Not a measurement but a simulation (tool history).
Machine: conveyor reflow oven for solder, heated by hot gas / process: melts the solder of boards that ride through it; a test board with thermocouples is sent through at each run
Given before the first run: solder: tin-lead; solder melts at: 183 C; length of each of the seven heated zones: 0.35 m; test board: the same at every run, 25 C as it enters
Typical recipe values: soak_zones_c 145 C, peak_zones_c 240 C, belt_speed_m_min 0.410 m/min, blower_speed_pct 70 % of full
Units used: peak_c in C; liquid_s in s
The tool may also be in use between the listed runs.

run	hour	soak_zones_c	peak_zones_c	belt_speed_m_min	blower_speed_pct	peak_c	liquid_s
1	0.0	145	240	0.410	70	223.7	87.0
# hour 7.2: belt drive overhauled, speed set with a stopwatch
2	31.5	145	240	0.410	70	222.1	85.1
3	83.3	145	240	0.410	74	222.0	85.4
4	110.5	145	240	0.410	70	221.6	83.7
5	138.4	145	240	0.410	70	221.1	83.9
# hour 176.0: flux residue cleaned out of gas plates and filters
6	186.3	145	240	0.410	70	224.8	87.5
7	218.1	145	240	0.410	70	224.6	88.1
8	255.0	145	240	0.410	70	223.2	87.4
9	298.3	144	240	0.410	70	223.5	86.1
10	328.4	144	240	0.410	70	224.1	86.6
11	354.3	145	240	0.410	58	220.7	83.5
# hour 361.0: thermocouples of zones 6 and 7 changed
12	387.4	145	240	0.410	70	226.0	88.4
13	429.0	145	240	0.410	70	226.1	88.6
14	457.6	145	240	0.410	70	225.9	88.2
15	498.5	142	240	0.410	70	224.6	86.4
16	540.7	142	240	0.410	70	224.7	87.1
17	573.6	142	240	0.410	70	224.5	85.6
18	612.2	145	251	0.410	54	229.9	91.5
19	655.6	138	245	0.410	56	223.6	81.5
20	695.1	138	246	0.489	56	217.3	62.5
21	745.2	152	236	0.391	52	219.1	89.9
22	784.8	148	236	0.353	59	222.4	102.4
23	813.8	148	236	0.353	59	223.5	102.0

Alternative continuations, all from the tool just after run 23; predict every row:
A	861.9	148	249	0.353	72	?	?
B	861.9	130	236	0.440	59	?	?
C	861.9	157	236	0.353	52	?	?

run	peak_c	liquid_s
A	236.9	115.4
B	211.3	60.1
C	222.4	108.0
Without the tool's unlogged condition, the same runs would have read:
run	peak_c	liquid_s
A	238.8	115.4
B	213.7	62.9
C	223.6	108.5
